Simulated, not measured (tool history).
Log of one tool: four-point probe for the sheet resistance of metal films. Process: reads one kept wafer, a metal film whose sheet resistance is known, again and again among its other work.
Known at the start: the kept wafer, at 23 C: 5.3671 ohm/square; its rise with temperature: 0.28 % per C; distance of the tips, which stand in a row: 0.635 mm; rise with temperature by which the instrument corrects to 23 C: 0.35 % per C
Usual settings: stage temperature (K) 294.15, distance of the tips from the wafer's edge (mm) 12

run,day,stage temperature (K),distance of the tips from the wafer's edge (mm),sheet resistance as the instrument gives it (ohm/square)
1,0.000,294.15,12,5.398561
2,0.371,294.15,67,5.390818
3,0.983,294.15,67,5.389800
4,1.308,294.15,12,5.397605
5,1.846,294.15,12,5.400048
6,2.208,294.15,12,5.400208
7,2.658,294.15,12,5.399200
8,3.108,294.15,12,5.398255
9,3.479,294.15,12,5.398799
10,4.112,294.15,12,5.398226
11,4.650,294.15,21,5.392403
12,5.254,294.15,21,5.391722
13,5.567,294.15,21,5.393307
14,5.983,294.15,21,5.392866
15,6.342,297.15,17,5.382026
16,6.800,297.15,17,5.382476
17,7.350,307.15,19,5.343343
18,7.629,303.15,40,5.354500
19,7.971,297.15,3,5.504600
20,8.479,305.15,24,5.346898
21,8.792,305.15,24,5.347953
22,9.358,294.15,8,5.407870
23,9.867,301.15,29,5.362463
24,10.288,300.15,12,5.373113
25,10.733,300.15,12,5.373567
26,11.217,297.15,17,5.380013
27,11.792,299.15,23,5.373010
28,12.446,294.15,9,5.403291

Measured less the same run without the tool's hidden state. The same run-to-run variation is in both; the gauge's scatter may not be:
The hidden state here: inner tips' distance over the nominal, %; tips' flats over new ones', %; wafer's true temperature over the reading, C; drift of the gauge itself on sheet_ohm, %.
run,sheet resistance as the instrument gives it (ohm/square)
1,+0.015534
2,+0.015453
3,+0.015380
4,+0.015363
5,+0.015303
6,+0.015258
7,+0.015185
8,+0.015123
9,+0.015069
10,+0.014971
11,+0.014879
12,+0.014790
13,+0.014749
14,+0.014692
15,+0.014601
16,+0.014544
17,+0.014316
18,+0.014335
19,+0.014712
20,+0.014197
21,+0.014158
22,+0.014307
23,+0.014075
24,+0.014056
25,+0.013998
26,+0.013973
27,+0.013865
28,+0.013890
